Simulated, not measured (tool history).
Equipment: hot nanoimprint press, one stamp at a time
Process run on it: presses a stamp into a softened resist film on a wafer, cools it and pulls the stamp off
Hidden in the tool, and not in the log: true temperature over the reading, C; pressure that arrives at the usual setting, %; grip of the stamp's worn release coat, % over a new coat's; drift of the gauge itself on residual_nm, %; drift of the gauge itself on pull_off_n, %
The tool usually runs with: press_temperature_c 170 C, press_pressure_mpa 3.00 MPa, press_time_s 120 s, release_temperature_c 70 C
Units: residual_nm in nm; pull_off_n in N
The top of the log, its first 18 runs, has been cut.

| run | day | press_temperature_c | press_pressure_mpa | press_time_s | release_temperature_c | hours of work since the thermocouple was calibrated | imprints on the stamp's release coat | hours of work since the press's seals were changed | residual_nm | pull_off_n |
|---|---|---|---|---|---|---|---|---|---|---|
|  | 41.592 | stamp cleaned and given a new release coat |
| 19 | 42.425 | 170 | 2.10 | 103 | 70 | 147 | 96 | 208 | 409.2 | 201 |
| 20 | 44.646 | 176 | 3.00 | 120 | 70 | 181 | 350 | 241 | 276.9 | 210 |
| 21 | 47.296 | 176 | 3.00 | 120 | 70 | 221 | 653 | 282 | 275.9 | 225 |
| 22 | 49.621 | 162 | 3.00 | 212 | 75 | 257 | 919 | 317 | 358.2 | 222 |
| 23 | 51.454 | 171 | 2.66 | 85 | 75 | 284 | 1129 | 345 | 384.1 | 232 |
|  | 51.921 | plate thermocouple calibrated |
| 24 | 53.571 | 170 | 2.02 | 120 | 70 | 25 | 1357 | 375 | 402.2 | 245 |
| 25 | 56.346 | 172 | 4.64 | 109 | 69 | 67 | 1674 | 417 | 277.8 | 266 |
| 26 | 58.821 | 172 | 4.64 | 109 | 69 | 105 | 1957 | 455 | 278.9 | 270 |
| 27 | 60.133 | 167 | 4.32 | 66 | 56 | 125 | 2108 | 475 | 405.9 | 298 |
| 28 | 61.475 | 170 | 3.00 | 134 | 70 | 145 | 2261 | 495 | 325.5 | 271 |
|  | 63.838 | stamp cleaned and given a new release coat |
| 29 | 64.379 | 177 | 2.94 | 134 | 70 | 185 | 62 | 535 | 260.0 | 206 |
| 30 | 65.908 | 177 | 2.94 | 134 | 70 | 209 | 237 | 559 | 257.3 | 210 |

Each row is a separate what-if for the run after 30, all from the same tool condition, not one after another. Results?
| A | 67.896 | 177 | 1.87 | 164 | 67 | 239 | 464 | 589 | ? | ? |
| B | 67.896 | 170 | 2.94 | 61 | 70 | 239 | 464 | 589 | ? | ? |
| C | 67.896 | 176 | 3.00 | 153 | 70 | 239 | 464 | 589 | ? | ? |
| D | 67.896 | 177 | 2.94 | 89 | 73 | 239 | 464 | 589 | ? | ? |

| run | residual_nm | pull_off_n |
|---|---|---|
| A | 290.6 | 226 |
| B | 431.0 | 221 |
| C | 249.7 | 212 |
| D | 304.6 | 219 |
The same runs, with their run-to-run variation unchanged, on a tool lacking any hidden condition would have given:
| run | residual_nm | pull_off_n |
|---|---|---|
| A | 296.5 | 210 |
| B | 437.2 | 206 |
| C | 254.0 | 198 |
| D | 309.5 | 204 |
